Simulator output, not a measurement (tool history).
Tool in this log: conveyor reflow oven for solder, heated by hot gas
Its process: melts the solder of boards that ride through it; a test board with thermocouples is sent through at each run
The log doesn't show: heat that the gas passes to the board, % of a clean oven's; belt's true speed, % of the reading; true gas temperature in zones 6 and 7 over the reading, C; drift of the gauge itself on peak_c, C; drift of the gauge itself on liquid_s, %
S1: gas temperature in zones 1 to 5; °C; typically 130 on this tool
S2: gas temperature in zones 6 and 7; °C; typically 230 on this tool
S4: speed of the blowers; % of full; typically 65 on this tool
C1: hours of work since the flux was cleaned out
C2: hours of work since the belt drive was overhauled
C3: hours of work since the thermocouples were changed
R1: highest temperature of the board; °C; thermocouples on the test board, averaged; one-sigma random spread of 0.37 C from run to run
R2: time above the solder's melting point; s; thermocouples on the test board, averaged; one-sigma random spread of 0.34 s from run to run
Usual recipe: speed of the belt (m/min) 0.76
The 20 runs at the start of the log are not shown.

{"day": 25.321, "done": "thermocouples of zones 6 and 7 changed"}
{"run": 21, "day": 26.108, "S1": 128, "S2": 243, "speed of the belt (m/min)": 0.678, "S4": 65, "C1": 24, "C2": 857, "C3": 10, "R1": 225.7, "R2": 55.7}
{"run": 22, "day": 27.908, "S1": 128, "S2": 243, "speed of the belt (m/min)": 0.678, "S4": 65, "C1": 47, "C2": 880, "C3": 33, "R1": 225.7, "R2": 55.3}
{"run": 23, "day": 29.717, "S1": 118, "S2": 241, "speed of the belt (m/min)": 0.76, "S4": 65, "C1": 70, "C2": 904, "C3": 57, "R1": 216.4, "R2": 41.8}
{"run": 24, "day": 31.304, "S1": 118, "S2": 241, "speed of the belt (m/min)": 0.76, "S4": 68, "C1": 91, "C2": 924, "C3": 77, "R1": 217.5, "R2": 42.6}
{"run": 25, "day": 32.879, "S1": 118, "S2": 241, "speed of the belt (m/min)": 0.76, "S4": 68, "C1": 111, "C2": 944, "C3": 97, "R1": 217.8, "R2": 41.8}
{"run": 26, "day": 34.471, "S1": 139, "S2": 230, "speed of the belt (m/min)": 0.728, "S4": 65, "C1": 131, "C2": 965, "C3": 118, "R1": 213.4, "R2": 47.1}
{"run": 27, "day": 36.042, "S1": 135, "S2": 230, "speed of the belt (m/min)": 0.863, "S4": 57, "C1": 152, "C2": 985, "C3": 138, "R1": 204, "R2": 30}
{"run": 28, "day": 37.962, "S1": 135, "S2": 230, "speed of the belt (m/min)": 0.863, "S4": 57, "C1": 176, "C2": 1010, "C3": 163, "R1": 203.3, "R2": 29.8}
{"run": 29, "day": 38.758, "S1": 120, "S2": 224, "speed of the belt (m/min)": 0.815, "S4": 88, "C1": 187, "C2": 1020, "C3": 173, "R1": 204.1, "R2": 30.2}
{"run": 30, "day": 40.083, "S1": 120, "S2": 224, "speed of the belt (m/min)": 0.815, "S4": 88, "C1": 204, "C2": 1037, "C3": 190, "R1": 203.7, "R2": 29.2}
{"run": 31, "day": 41.729, "S1": 128, "S2": 219, "speed of the belt (m/min)": 0.76, "S4": 65, "C1": 225, "C2": 1058, "C3": 211, "R1": 199.9, "R2": 29.1}

What if the next run were any one of these 3? Each begins from the tool's condition after run 31:
{"run": "A", "day": 42.8, "S1": 144, "S2": 229, "speed of the belt (m/min)": 0.76, "S4": 61, "C1": 239, "C2": 1072, "C3": 225, "R1": "?", "R2": "?"}
{"run": "B", "day": 42.8, "S1": 128, "S2": 219, "speed of the belt (m/min)": 0.873, "S4": 65, "C1": 239, "C2": 1072, "C3": 225, "R1": "?", "R2": "?"}
{"run": "C", "day": 42.8, "S1": 140, "S2": 240, "speed of the belt (m/min)": 0.861, "S4": 65, "C1": 239, "C2": 1072, "C3": 225, "R1": "?", "R2": "?"}

run=A R1=210.4 R2=43.9
run=B R1=194.6 R2=18.6
run=C R1=213.8 R2=39.7
Take away the tool's hidden state, keep each run's random variation, and the runs would have read:
run=A R1=212.3 R2=45.2
run=B R1=196.7 R2=21.2
run=C R1=216 R2=40.9
